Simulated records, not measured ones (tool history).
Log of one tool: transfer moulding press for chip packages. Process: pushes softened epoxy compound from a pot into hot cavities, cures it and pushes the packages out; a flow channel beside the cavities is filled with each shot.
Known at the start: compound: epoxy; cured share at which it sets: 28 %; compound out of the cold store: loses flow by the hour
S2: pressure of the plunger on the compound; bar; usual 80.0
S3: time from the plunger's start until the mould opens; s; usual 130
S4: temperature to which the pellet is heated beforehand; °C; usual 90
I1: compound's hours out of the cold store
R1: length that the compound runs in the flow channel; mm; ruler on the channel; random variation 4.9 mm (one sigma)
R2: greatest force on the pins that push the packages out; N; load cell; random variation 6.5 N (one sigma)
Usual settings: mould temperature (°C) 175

Run 1, hour 0.0: usual settings; I1 12.5. Result: R1 895 mm, R2 404 N.
Run 2, hour 12.5: usual settings; I1 37.8. Result: R1 803 mm, R2 416 N.
Run 3, hour 25.2: usual settings; I1 11.7. Result: R1 893 mm, R2 419 N.
Run 4, hour 39.3: usual settings; I1 8.7. Result: R1 911 mm, R2 286 N.
Run 5, hour 48.2: usual settings; I1 26.1. Result: R1 841 mm, R2 319 N.
Run 6, hour 60.7: usual settings; I1 19.9. Result: R1 854 mm, R2 366 N.
Run 7, hour 75.3: usual settings; I1 13.0. Result: R1 888 mm, R2 373 N.
Run 8, hour 89.7: usual settings; I1 20.7. Result: R1 849 mm, R2 407 N.
Run 9, hour 99.1: usual settings; I1 23.1. Result: R1 837 mm, R2 426 N.
Run 10, hour 109.0: usual settings; I1 28.5. Result: R1 824 mm, R2 433 N.
Run 11, hour 125.2: usual settings but S4 84 °C; I1 48.0. Result: R1 749 mm, R2 282 N.
Run 12, hour 134.0: usual settings but S4 84 °C; I1 39.0. Result: R1 786 mm, R2 308 N.
Run 13, hour 146.1: usual settings but S2 82.2 bar, S4 84 °C; I1 43.2. Result: R1 779 mm, R2 338 N.
Run 14, hour 153.4: usual settings; I1 21.5. Result: R1 835 mm, R2 376 N.
Run 15, hour 160.8: usual settings but S2 69.7 bar, S3 118 s, S4 89 °C; I1 37.5. Result: R1 730 mm, R2 402 N.
Run 16, hour 172.4: usual settings but mould temperature (°C) 172, S2 96.3 bar, S3 116 s, S4 89 °C; I1 13.6. Result: R1 969 mm, R2 497 N.
Run 17, hour 187.1: usual settings but S3 119 s, S4 95 °C; I1 15.9. Result: R1 870 mm, R2 426 N.
Run 18, hour 194.0: usual settings but S2 75.6 bar, S3 114 s, S4 99 °C; I1 25.7. Result: R1 805 mm, R2 478 N.
Run 19, hour 202.7: usual settings but S2 68.4 bar, S3 118 s, S4 99 °C; I1 42.0. Result: R1 717 mm, R2 277 N.
Run 20, hour 213.0: usual settings but S2 68.4 bar, S3 118 s, S4 99 °C; I1 41.7. Result: R1 709 mm, R2 313 N.
Run 21, hour 226.6: usual settings but S2 74.2 bar, S3 170 s; I1 20.2. Result: R1 812 mm, R2 324 N.
Run 22, hour 240.2: usual settings but S2 75.8 bar, S3 168 s; I1 23.9. Result: R1 805 mm, R2 356 N.
Run 23, hour 258.1: usual settings but S2 75.8 bar, S3 168 s; I1 32.8. Result: R1 803 mm, R2 379 N.
Run 24, hour 270.4: usual settings but S4 93 °C; I1 39.4. Result: R1 803 mm, R2 438 N.
Run 25, hour 282.4: usual settings but S4 93 °C; I1 18.3. Result: R1 883 mm, R2 448 N.
Run 26, hour 295.1: usual settings but S3 150 s, S4 86 °C; I1 12.7. Result: R1 902 mm, R2 262 N.
Run 27, hour 301.4: usual settings but mould temperature (°C) 173, S2 60.2 bar, S3 133 s, S4 92 °C; I1 24.1. Result: R1 741 mm, R2 299 N.
Run 28, hour 316.5: usual settings but mould temperature (°C) 173, S2 60.2 bar, S3 133 s, S4 92 °C; I1 44.5. Result: R1 677 mm, R2 342 N.

Taken out of this log: 6 entries between the listed runs. Where each belongs, and how the hidden state differs across it:
Between runs 3 and 4: cavities cleaned with cleaning compound and waxed (hour 32.3)
  true mould temperature over the reading, C: 0.65 -> 0.66; pressure that reaches the compound, % of what is set: 97.72 -> 97.51; grip of the stained cavities, % over clean ones': 70 -> 13.8
  measured less the result without the state, R1: -13 -> -14 mm; R2: +171 -> +31 N
Between runs 10 and 11: cavities cleaned with cleaning compound and waxed (hour 117.0)
  true mould temperature over the reading, C: 0.74 -> 0.75; pressure that reaches the compound, % of what is set: 96.35 -> 96.12; grip of the stained cavities, % over clean ones': 73 -> 14.6
  measured less the result without the state, R1: -18 -> -17 mm; R2: +177 -> +34 N
Between runs 18 and 19: cavities cleaned with cleaning compound and waxed (hour 201.5)
  true mould temperature over the reading, C: 0.83 -> 0.84; pressure that reaches the compound, % of what is set: 94.97 -> 94.86; grip of the stained cavities, % over clean ones': 73 -> 5.1
  measured less the result without the state, R1: -23 -> -21 mm; R2: +193 -> +8 N
Between runs 22 and 23: plunger's sealing rings changed (hour 248.5); mould's thermocouples calibrated (hour 256.8)
  true mould temperature over the reading, C: 0.88 -> 0.04; pressure that reaches the compound, % of what is set: 94.22 -> 99.43; grip of the stained cavities, % over clean ones': 50 -> 60.2
  measured less the result without the state, R1: -27 -> -2 mm; R2: +118 -> +145 N
Between runs 25 and 26: cavities cleaned with cleaning compound and waxed (hour 290.9)
  true mould temperature over the reading, C: 0.06 -> 0.07; pressure that reaches the compound, % of what is set: 99.03 -> 98.87; grip of the stained cavities, % over clean ones': 73.1 -> 8.3
  measured less the result without the state, R1: -4 -> -6 mm; R2: +188 -> +20 N
